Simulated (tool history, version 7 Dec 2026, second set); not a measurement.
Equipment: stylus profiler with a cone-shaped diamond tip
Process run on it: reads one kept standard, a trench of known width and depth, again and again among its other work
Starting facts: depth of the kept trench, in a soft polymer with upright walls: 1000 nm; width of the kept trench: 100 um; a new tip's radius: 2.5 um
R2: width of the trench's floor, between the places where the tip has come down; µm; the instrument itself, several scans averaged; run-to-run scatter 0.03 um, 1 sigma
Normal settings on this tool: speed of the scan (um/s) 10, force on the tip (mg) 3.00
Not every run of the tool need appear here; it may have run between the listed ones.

Run 1, day 0.000: usual settings. Result: depth of the trench (nm) 1019.81, R2 93.21 µm.
Run 2, day 0.738: usual settings but speed of the scan (um/s) 31. Result: depth of the trench (nm) 1019.49, R2 93.12 µm.
Run 3, day 1.196: usual settings but speed of the scan (um/s) 23. Result: depth of the trench (nm) 1019.81, R2 93.12 µm.
Run 4, day 1.646: usual settings but speed of the scan (um/s) 23. Result: depth of the trench (nm) 1019.76, R2 93.10 µm.
Run 5, day 2.046: usual settings. Result: depth of the trench (nm) 1019.79, R2 93.06 µm.
Run 6, day 2.812: usual settings. Result: depth of the trench (nm) 1019.84, R2 93.07 µm.
Run 7, day 3.625: usual settings. Result: depth of the trench (nm) 1019.79, R2 92.99 µm.
Run 8, day 4.179: usual settings. Result: depth of the trench (nm) 1020.03, R2 93.05 µm.
Run 9, day 5.008: usual settings but force on the tip (mg) 2.15. Result: depth of the trench (nm) 1016.30, R2 93.01 µm.
At day 5.242: new tip fitted, height scale calibrated.
Run 10, day 5.925: usual settings but force on the tip (mg) 1.25. Result: depth of the trench (nm) 1009.27, R2 96.03 µm.
Run 11, day 6.625: usual settings but force on the tip (mg) 1.25. Result: depth of the trench (nm) 1009.56, R2 95.97 µm.
Run 12, day 7.058: usual settings but speed of the scan (um/s) 28, force on the tip (mg) 5.66. Result: depth of the trench (nm) 1026.14, R2 95.94 µm.
Run 13, day 7.988: usual settings but speed of the scan (um/s) 31. Result: depth of the trench (nm) 1016.61, R2 95.85 µm.
Run 14, day 8.438: usual settings but speed of the scan (um/s) 31. Result: depth of the trench (nm) 1017.01, R2 95.82 µm.
Run 15, day 9.308: usual settings but speed of the scan (um/s) 37, force on the tip (mg) 4.83. Result: depth of the trench (nm) 1023.38, R2 95.76 µm.
Run 16, day 10.225: usual settings but speed of the scan (um/s) 37, force on the tip (mg) 4.83. Result: depth of the trench (nm) 1023.20, R2 95.72 µm.
Run 17, day 10.746: usual settings but speed of the scan (um/s) 37, force on the tip (mg) 4.83. Result: depth of the trench (nm) 1023.41, R2 95.68 µm.
Run 18, day 11.496: usual settings but speed of the scan (um/s) 37, force on the tip (mg) 4.83. Result: depth of the trench (nm) 1023.53, R2 95.62 µm.
Run 19, day 11.900: usual settings but speed of the scan (um/s) 37, force on the tip (mg) 6.92. Result: depth of the trench (nm) 1029.71, R2 95.63 µm.
Run 20, day 12.621: usual settings but speed of the scan (um/s) 37, force on the tip (mg) 6.92. Result: depth of the trench (nm) 1030.03, R2 95.63 µm.
Run 21, day 13.283: usual settings but speed of the scan (um/s) 9, force on the tip (mg) 5.94. Result: depth of the trench (nm) 1026.83, R2 95.61 µm.

Below are 5 alternative next runs, each starting from the tool's condition after run 21. Predict each:
Run A, day 14.129: usual settings but speed of the scan (um/s) 11, force on the tip (mg) 2.93. Result: depth of the trench (nm) ?, R2 ?.
Run B, day 14.129: usual settings but force on the tip (mg) 1.28. Result: depth of the trench (nm) ?, R2 ?.
Run C, day 14.129: usual settings but speed of the scan (um/s) 35, force on the tip (mg) 1.85. Result: depth of the trench (nm) ?, R2 ?.
Run D, day 14.129: usual settings but speed of the scan (um/s) 5, force on the tip (mg) 3.57. Result: depth of the trench (nm) ?, R2 ?.
Run E, day 14.129: usual settings but speed of the scan (um/s) 12, force on the tip (mg) 5.67. Result: depth of the trench (nm) ?, R2 ?.

run  depth of the trench (nm)     R2
  A                   1017.02  95.54
  B                   1009.68  95.57
  C                   1012.52  95.48
  D                   1019.39  95.55
  E                   1026.02  95.60
With no hidden state in the tool, these same runs would have given:
run  depth of the trench (nm)     R2
  A                   1016.68  95.96
  B                   1009.34  96.00
  C                   1012.18  95.90
  D                   1019.05  95.98
  E                   1025.67  96.03
